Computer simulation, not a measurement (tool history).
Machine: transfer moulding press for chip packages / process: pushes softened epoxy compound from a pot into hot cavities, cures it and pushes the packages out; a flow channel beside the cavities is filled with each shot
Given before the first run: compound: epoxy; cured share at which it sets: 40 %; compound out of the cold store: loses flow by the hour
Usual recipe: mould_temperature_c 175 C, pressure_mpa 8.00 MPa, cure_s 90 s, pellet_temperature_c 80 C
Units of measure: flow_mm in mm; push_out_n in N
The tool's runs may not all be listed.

run   hour  mould_temperature_c  pressure_mpa  cure_s  pellet_temperature_c  incoming compound's hours out of the cold store  flow_mm  push_out_n
  1    0.0                  175          8.00      90                    80                                             27.5      632        1472
       2.9  -- cavities cleaned with cleaning compound and waxed
  2   21.1                  175          8.00      90                    80                                             40.3      612         995
  3   53.6                  175          8.00      90                    80                                             18.3      635        1297
      62.7  -- plunger's sealing rings changed
      87.2  -- cavities cleaned with cleaning compound and waxed
  4   90.3                  175          8.00      90                    80                                             23.6      680         715
  5  117.2                  175          8.00      71                    80                                             16.7      692        2020
  6  134.3                  175          8.00      71                    80                                             12.2      693        2404
  7  165.3                  169          8.00      71                    80                                             32.0      677        3597
     168.8  -- cavities cleaned with cleaning compound and waxed
  8  182.4                  175          8.00      90                    80                                             14.2      683         955
  9  214.9                  175          8.00      90                    80                                             30.0      658        1297
 10  245.9                  175          8.00      90                    80                                             34.5      643        1376
     249.5  -- cavities cleaned with cleaning compound and waxed
 11  262.2                  175          8.00      90                    80                                             14.3      678         958
 12  284.4                  175          8.00      90                    80                                             31.3      646        1140
 13  315.0                  175          8.00      90                    80                                             38.3      632        1349
     330.4  -- cavities cleaned with cleaning compound and waxed
 14  334.4                  175          8.00      90                    80                                             10.0      674         784
 15  353.0                  175          8.00      90                    80                                             45.6      620         993
     376.1  -- mould's thermocouples calibrated
 16  386.0                  168          8.36      87                    87                                             35.5      664        2353
     412.2  -- cavities cleaned with cleaning compound and waxed
 17  418.2                  178          7.44     107                    71                                             35.6      595         582
 18  438.6                  175          7.22      90                    80                                             44.2      579        1125
 19  469.5                  175          9.03      76                    85                                             41.8      649        1944
     492.1  -- cavities cleaned with cleaning compound and waxed
 20  497.7                  175          8.75      90                    80                                             47.4      626         785
     525.1  -- plunger's sealing rings changed
 21  526.7                  175          8.75      90                    80                                             19.0      725        1153
 22  549.2                  178          8.00      84                    80                                             29.3      664        1281
     574.4  -- cavities cleaned with cleaning compound and waxed
 23  576.5                  168          6.38      90                    80                                             34.1      612        1152
 24  596.3                  168          6.38      90                    80                                             10.9      641        1870
 25  620.5                  170          6.38      90                    72                                              8.7      640        1998
 26  634.1                  170          6.38      90                    72                                              8.7      638        2167
     655.9  -- cavities cleaned with cleaning compound and waxed
 27  655.9                  170          6.38      90                    72                                             10.3      637        1012
 28  680.1                  170          7.48      95                    72                                             46.7      622        1353
 29  702.1                  182          8.00      90                    77                                             26.6      639         948

What if the next run were any one of these 3? Each begins from the tool's condition after run 29:
  A  726.9                  179          7.42     103                    80                                             43.9        ?           ?
  B  726.9                  179          7.19     115                    77                                             18.3        ?           ?
  C  726.9                  178          9.52      90                    80                                             36.7        ?           ?

run  flow_mm  push_out_n
  A      598         985
  B      625         948
  C      693        1167
The same runs, with their run-to-run variation unchanged, on a tool lacking any hidden condition would have given:
run  flow_mm  push_out_n
  A      621         468
  B      650         450
  C      720         567
